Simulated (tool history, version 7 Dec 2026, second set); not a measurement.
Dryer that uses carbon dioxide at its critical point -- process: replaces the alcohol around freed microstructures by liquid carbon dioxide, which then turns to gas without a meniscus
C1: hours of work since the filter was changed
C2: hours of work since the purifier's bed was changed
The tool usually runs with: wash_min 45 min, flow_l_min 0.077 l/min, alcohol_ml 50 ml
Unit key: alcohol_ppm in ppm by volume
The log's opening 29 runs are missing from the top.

Run 30, day 18.775: usual settings but wash_min 32 min, flow_l_min 0.129 l/min, alcohol_ml 43 ml; C1 174; C2 500. Result: alcohol_ppm 114 ppm by volume.
Run 31, day 19.208: usual settings but wash_min 48 min, flow_l_min 0.1012 l/min, alcohol_ml 71 ml; C1 180; C2 507. Result: alcohol_ppm 86 ppm by volume.
Run 32, day 19.971: usual settings but wash_min 49 min, flow_l_min 0.0705 l/min, alcohol_ml 65 ml; C1 192; C2 519. Result: alcohol_ppm 343 ppm by volume.
Run 33, day 20.638: usual settings but flow_l_min 0.0478 l/min; C1 203; C2 529. Result: alcohol_ppm 2217 ppm by volume.
Run 34, day 21.392: usual settings but wash_min 51 min, flow_l_min 0.1116 l/min, alcohol_ml 60 ml; C1 215; C2 541. Result: alcohol_ppm 59 ppm by volume.
Run 35, day 21.812: usual settings but wash_min 51 min, flow_l_min 0.1116 l/min, alcohol_ml 60 ml; C1 221; C2 548. Result: alcohol_ppm 64 ppm by volume.
Run 36, day 22.325: usual settings but flow_l_min 0.0612 l/min; C1 229; C2 556. Result: alcohol_ppm 892 ppm by volume.
Run 37, day 22.954: usual settings but flow_l_min 0.0727 l/min, alcohol_ml 46 ml; C1 239; C2 565. Result: alcohol_ppm 389 ppm by volume.
Run 38, day 23.358: usual settings but wash_min 47 min, flow_l_min 0.0586 l/min, alcohol_ml 26 ml; C1 245; C2 572. Result: alcohol_ppm 486 ppm by volume.
Run 39, day 23.871: usual settings but flow_l_min 0.0806 l/min, alcohol_ml 63 ml; C1 254; C2 580. Result: alcohol_ppm 334 ppm by volume.
Run 40, day 24.242: usual settings but flow_l_min 0.0806 l/min, alcohol_ml 63 ml; C1 259; C2 586. Result: alcohol_ppm 337 ppm by volume.
Run 41, day 25.012: usual settings but flow_l_min 0.0806 l/min, alcohol_ml 63 ml; C1 271; C2 598. Result: alcohol_ppm 353 ppm by volume.
Run 42, day 25.571: usual settings but wash_min 35 min, alcohol_ml 81 ml; C1 280; C2 606. Result: alcohol_ppm 1844 ppm by volume.
At day 25.879: purifier's bed changed.
Run 43, day 26.188: usual settings but wash_min 35 min, flow_l_min 0.0514 l/min, alcohol_ml 81 ml; C1 288; C2 5. Result: alcohol_ppm 7668 ppm by volume.
Run 44, day 26.804: usual settings but flow_l_min 0.0827 l/min, alcohol_ml 43 ml; C1 297; C2 15. Result: alcohol_ppm 190 ppm by volume.
Run 45, day 27.567: usual settings but wash_min 27 min, flow_l_min 0.0859 l/min, alcohol_ml 30 ml; C1 309; C2 26. Result: alcohol_ppm 1323 ppm by volume.
At day 27.717: inlet filter changed.
Run 46, day 28.254: usual settings but wash_min 49 min, alcohol_ml 33 ml; C1 8; C2 37. Result: alcohol_ppm 53 ppm by volume.
Run 47, day 28.721: usual settings but wash_min 36 min, alcohol_ml 29 ml; C1 16; C2 44. Result: alcohol_ppm 295 ppm by volume.

Alternative continuations, all from the tool just after run 47; predict every row:
Run A, day 29.258: usual settings but flow_l_min 0.0904 l/min; C1 24; C2 52. Result: alcohol_ppm ?.
Run B, day 29.258: usual settings but wash_min 57 min, alcohol_ml 42 ml; C1 24; C2 52. Result: alcohol_ppm ?.
Run C, day 29.258: usual settings but wash_min 31 min, flow_l_min 0.0686 l/min, alcohol_ml 29 ml; C1 24; C2 52. Result: alcohol_ppm ?.

run  alcohol_ppm
  A           60
  B           30
  C          964
With no hidden state in the tool, these same runs would have given:
run  alcohol_ppm
  A           50
  B           22
  C          906
